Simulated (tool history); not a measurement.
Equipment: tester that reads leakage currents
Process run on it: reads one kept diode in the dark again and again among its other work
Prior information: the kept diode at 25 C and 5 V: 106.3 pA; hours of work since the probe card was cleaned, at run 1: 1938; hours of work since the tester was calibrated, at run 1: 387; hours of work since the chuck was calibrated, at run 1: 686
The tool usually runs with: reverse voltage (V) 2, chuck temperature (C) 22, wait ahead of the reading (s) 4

run	hour	reverse voltage (V)	chuck temperature (C)	wait ahead of the reading (s)	hours of work since the probe card was cleaned	hours of work since the tester was calibrated	hours of work since the chuck was calibrated	current that the tester gives (pA)
1	0	2	22	4	1938	387	686	59.63
2	27.8	2	22	4	1953	403	701	59.74
3	76	2	22	4	1979	429	727	60.08
4	128.5	2	22	4	2008	457	756	60.02
5	162.1	2	22	4	2026	476	774	60.21
6	200.9	2	22	4	2048	497	795	60.32
7	236.7	2	22	4	2067	516	815	60.53
8	296.5	2	22	4	2100	549	847	60.38
9	331.9	1.63	22	4	2119	568	867	55.11
# hour 360.1: probe card cleaned and baked
10	396.1	1.63	22	4	20	602	900	52.66
11	457.8	19.33	22	4	53	635	934	160.78
12	512	4.86	22	4	83	665	963	86.43
13	546.4	2	22	4	102	684	982	58.02
14	582.5	2	22	4	121	703	1002	57.93
15	615.4	2	22	4	139	721	1019	58.01
# hour 622.4: chuck's temperature calibrated
16	667.5	2	22	4	166	748	25	59.76
17	721.5	2	22	4	196	778	54	60.4
18	781.8	2	22	4	229	811	87	60.11
# hour 808.5: chuck's temperature calibrated, once more
19	842.8	2	22	4	261	843	19	55.91
20	873.1	2	22	4	277	859	35	56.38
21	915.5	2	22	4	301	883	58	56.02
22	943.2	2	22	4	316	898	73	56.43
23	993.9	2	25	1.18	343	925	101	72.52
24	1022.2	5.55	25	1.18	359	941	116	116.1
25	1087.3	6.71	35	1.03	394	976	152	279.99
26	1141.1	6.71	42	3.78	423	1005	181	472.55
27	1179.2	2.17	42	3.78	444	1026	202	285.49
28	1237	12.01	21	7.95	476	1058	234	118.78
29	1267.4	12.01	21	7.95	492	1074	250	120.06
30	1321.6	12.01	21	7.95	522	1104	280	120.33
31	1374.3	11.94	28	3.27	551	1133	308	210.89
32	1417	11.94	28	3.27	574	1156	332	212.49
33	1482.3	2	45	4	610	1192	367	347.87
34	1519.5	2	45	4	630	1212	388	347
35	1559.6	2	45	4	652	1234	409	345.79
36	1601	2.12	26	0.96	674	1256	432	82.92
37	1644.5	2.12	26	0.96	698	1280	456	82.8
38	1699.2	2.12	26	0.96	728	1310	485	82.75
39	1731.2	2	22	2.32	745	1327	503	58.17

Take each entry between the runs: how does the hidden state at the last listed run before it differ from the hidden state at the first listed run after it?
From run 9 to run 10: probe card cleaned and baked (hour 360.1)
  stray current of the dirty probe card, pA a volt: 1.679 -> 0.038; current scale over the true one, %: 0.17 -> 0.18; true chuck temperature over the reading, C: 0.44 -> 0.45
  the result without the hidden state subtracted from the measured one, current that the tester gives (pA): +4.72 -> +2.1
From run 15 to run 16: chuck's temperature calibrated (hour 622.4)
  stray current of the dirty probe card, pA a volt: 0.13 -> 0.152; current scale over the true one, %: 0.22 -> 0.23; true chuck temperature over the reading, C: 0.51 -> 0.87
  the result without the hidden state subtracted from the measured one, current that the tester gives (pA): +2.79 -> +4.6
From run 18 to run 19: chuck's temperature calibrated, once more (hour 808.5)
  stray current of the dirty probe card, pA a volt: 0.202 -> 0.229; current scale over the true one, %: 0.25 -> 0.26; true chuck temperature over the reading, C: 0.9 -> 0.08
  the result without the hidden state subtracted from the measured one, current that the tester gives (pA): +4.88 -> +0.93

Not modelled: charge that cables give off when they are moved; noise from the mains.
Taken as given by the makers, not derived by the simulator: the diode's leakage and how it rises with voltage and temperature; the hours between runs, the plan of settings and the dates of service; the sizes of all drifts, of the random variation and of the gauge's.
